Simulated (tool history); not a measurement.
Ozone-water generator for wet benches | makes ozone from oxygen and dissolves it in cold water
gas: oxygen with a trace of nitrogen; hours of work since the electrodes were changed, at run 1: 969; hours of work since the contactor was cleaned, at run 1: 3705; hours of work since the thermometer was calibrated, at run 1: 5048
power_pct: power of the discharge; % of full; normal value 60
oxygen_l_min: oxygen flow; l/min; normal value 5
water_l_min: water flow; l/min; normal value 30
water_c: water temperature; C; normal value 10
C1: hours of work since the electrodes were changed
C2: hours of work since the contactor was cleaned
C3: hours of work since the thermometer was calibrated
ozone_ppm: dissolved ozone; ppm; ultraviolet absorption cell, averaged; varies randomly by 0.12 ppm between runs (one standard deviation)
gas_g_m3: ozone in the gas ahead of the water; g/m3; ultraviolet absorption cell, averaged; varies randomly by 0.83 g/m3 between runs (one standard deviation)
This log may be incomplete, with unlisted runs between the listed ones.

run 1 hour=0 | power_pct=60 oxygen_l_min=5 water_l_min=30 water_c=10 | C1=969 C2=3705 C3=5048 | ozone_ppm=12.4 gas_g_m3=130.8
run 2 hour=137.2 | power_pct=60 oxygen_l_min=5 water_l_min=30 water_c=10 | C1=1063 C2=3799 C3=5142 | ozone_ppm=12.1 gas_g_m3=129.3
run 3 hour=272.4 | power_pct=60 oxygen_l_min=5 water_l_min=30 water_c=10 | C1=1156 C2=3892 C3=5234 | ozone_ppm=12.2 gas_g_m3=131.1
-- hour=363 water thermometer calibrated
run 4 hour=446.2 | power_pct=60 oxygen_l_min=5 water_l_min=30 water_c=10 | C1=1275 C2=4010 C3=57 | ozone_ppm=12.2 gas_g_m3=130.2
run 5 hour=634.2 | power_pct=60 oxygen_l_min=5 water_l_min=30 water_c=10 | C1=1403 C2=4139 C3=186 | ozone_ppm=12.2 gas_g_m3=130.4
run 6 hour=774 | power_pct=60 oxygen_l_min=5 water_l_min=30 water_c=10 | C1=1499 C2=4235 C3=282 | ozone_ppm=12.1 gas_g_m3=130
run 7 hour=993.4 | power_pct=60 oxygen_l_min=5 water_l_min=30 water_c=10 | C1=1650 C2=4385 C3=432 | ozone_ppm=12 gas_g_m3=131.6
run 8 hour=1207.4 | power_pct=60 oxygen_l_min=5 water_l_min=30 water_c=10 | C1=1796 C2=4532 C3=578 | ozone_ppm=12.1 gas_g_m3=130.3
run 9 hour=1421.8 | power_pct=60 oxygen_l_min=5 water_l_min=30 water_c=6 | C1=1943 C2=4679 C3=725 | ozone_ppm=12.7 gas_g_m3=129.5
run 10 hour=1621.5 | power_pct=60 oxygen_l_min=5 water_l_min=30 water_c=8 | C1=2080 C2=4815 C3=862 | ozone_ppm=12.1 gas_g_m3=129.8
run 11 hour=1717.8 | power_pct=60 oxygen_l_min=5 water_l_min=30 water_c=8 | C1=2146 C2=4881 C3=928 | ozone_ppm=12.2 gas_g_m3=130.8
run 12 hour=1828.3 | power_pct=60 oxygen_l_min=5 water_l_min=30 water_c=8 | C1=2221 C2=4957 C3=1004 | ozone_ppm=12.2 gas_g_m3=128.7
run 13 hour=2001.8 | power_pct=60 oxygen_l_min=5 water_l_min=30 water_c=8 | C1=2340 C2=5076 C3=1123 | ozone_ppm=12.2 gas_g_m3=129.7
run 14 hour=2208.8 | power_pct=60 oxygen_l_min=5 water_l_min=30 water_c=8 | C1=2482 C2=5218 C3=1264 | ozone_ppm=12.3 gas_g_m3=128.5
run 15 hour=2325 | power_pct=60 oxygen_l_min=5 water_l_min=30 water_c=8 | C1=2562 C2=5297 C3=1344 | ozone_ppm=12 gas_g_m3=127.3
-- hour=2341.9 contactor cleaned
run 16 hour=2517.8 | power_pct=60 oxygen_l_min=5 water_l_min=30 water_c=8 | C1=2691 C2=120 C3=1473 | ozone_ppm=12.1 gas_g_m3=128.8
run 17 hour=2634.7 | power_pct=60 oxygen_l_min=5 water_l_min=30 water_c=8 | C1=2771 C2=201 C3=1553 | ozone_ppm=12.1 gas_g_m3=128.4
-- hour=2686.3 contactor cleaned, once more
run 18 hour=2803.4 | power_pct=67 oxygen_l_min=5 water_l_min=22 water_c=15 | C1=2884 C2=80 C3=1666 | ozone_ppm=15.8 gas_g_m3=139.3
run 19 hour=2948.3 | power_pct=67 oxygen_l_min=5 water_l_min=22 water_c=15 | C1=2983 C2=179 C3=1765 | ozone_ppm=16.1 gas_g_m3=138.5
run 20 hour=3135.2 | power_pct=67 oxygen_l_min=5 water_l_min=22 water_c=15 | C1=3111 C2=308 C3=1893 | ozone_ppm=15.9 gas_g_m3=138.8
run 21 hour=3305.4 | power_pct=95 oxygen_l_min=7.98 water_l_min=48 water_c=15 | C1=3228 C2=424 C3=2010 | ozone_ppm=11.2 gas_g_m3=134.8
run 22 hour=3411.2 | power_pct=72 oxygen_l_min=7.93 water_l_min=46 water_c=11 | C1=3300 C2=497 C3=2082 | ozone_ppm=9.9 gas_g_m3=109.9
run 23 hour=3607.2 | power_pct=72 oxygen_l_min=7.93 water_l_min=46 water_c=11 | C1=3434 C2=631 C3=2217 | ozone_ppm=9.7 gas_g_m3=109
run 24 hour=3711.6 | power_pct=85 oxygen_l_min=3.31 water_l_min=31 water_c=7 | C1=3506 C2=702 C3=2288 | ozone_ppm=14.3 gas_g_m3=210.4
run 25 hour=3806.7 | power_pct=40 oxygen_l_min=3.76 water_l_min=33 water_c=8 | C1=3571 C2=767 C3=2353 | ozone_ppm=8 gas_g_m3=114.1
run 26 hour=3960.1 | power_pct=40 oxygen_l_min=3.76 water_l_min=33 water_c=8 | C1=3676 C2=873 C3=2459 | ozone_ppm=7.9 gas_g_m3=112
run 27 hour=4169.8 | power_pct=40 oxygen_l_min=3.76 water_l_min=33 water_c=8 | C1=3820 C2=1016 C3=2602 | ozone_ppm=8.1 gas_g_m3=112.4
run 28 hour=4320.7 | power_pct=60 oxygen_l_min=5 water_l_min=30 water_c=16 | C1=3923 C2=1120 C3=2705 | ozone_ppm=11.2 gas_g_m3=125.8
run 29 hour=4461.7 | power_pct=60 oxygen_l_min=5 water_l_min=30 water_c=16 | C1=4020 C2=1216 C3=2802 | ozone_ppm=11.2 gas_g_m3=126.7
run 30 hour=4559 | power_pct=60 oxygen_l_min=5 water_l_min=30 water_c=16 | C1=4086 C2=1283 C3=2869 | ozone_ppm=11.1 gas_g_m3=126.1
run 31 hour=4778.3 | power_pct=49 oxygen_l_min=2.71 water_l_min=30 water_c=10 | C1=4237 C2=1433 C3=3019 | ozone_ppm=9.3 gas_g_m3=159.1
run 32 hour=4973.8 | power_pct=90 oxygen_l_min=2.71 water_l_min=37 water_c=10 | C1=4370 C2=1567 C3=3153 | ozone_ppm=11.7 gas_g_m3=247
run 33 hour=5156.2 | power_pct=90 oxygen_l_min=2.71 water_l_min=37 water_c=10 | C1=4495 C2=1692 C3=3278 | ozone_ppm=11.6 gas_g_m3=246.7
run 34 hour=5313.1 | power_pct=90 oxygen_l_min=2.71 water_l_min=37 water_c=10 | C1=4603 C2=1799 C3=3385 | ozone_ppm=11.6 gas_g_m3=243.2

Branching from run 34: 3 alternative next runs. What would each branch give?
run A hour=5506.5 | power_pct=60 oxygen_l_min=2.72 water_l_min=36 water_c=10 | C1=4735 C2=1932 C3=3518 | ozone_ppm=? gas_g_m3=?
run B hour=5506.5 | power_pct=90 oxygen_l_min=2.71 water_l_min=37 water_c=10 | C1=4735 C2=1932 C3=3518 | ozone_ppm=? gas_g_m3=?
run C hour=5506.5 | power_pct=86 oxygen_l_min=2.71 water_l_min=37 water_c=5 | C1=4735 C2=1932 C3=3518 | ozone_ppm=? gas_g_m3=?

run=A ozone_ppm=9 gas_g_m3=181.9
run=B ozone_ppm=11.8 gas_g_m3=244.8
run=C ozone_ppm=11.3 gas_g_m3=236.6
With no hidden state in the tool, these same runs would have given:
run=A ozone_ppm=9.5 gas_g_m3=190.9
run=B ozone_ppm=12.7 gas_g_m3=261.1
run=C ozone_ppm=12.1 gas_g_m3=252
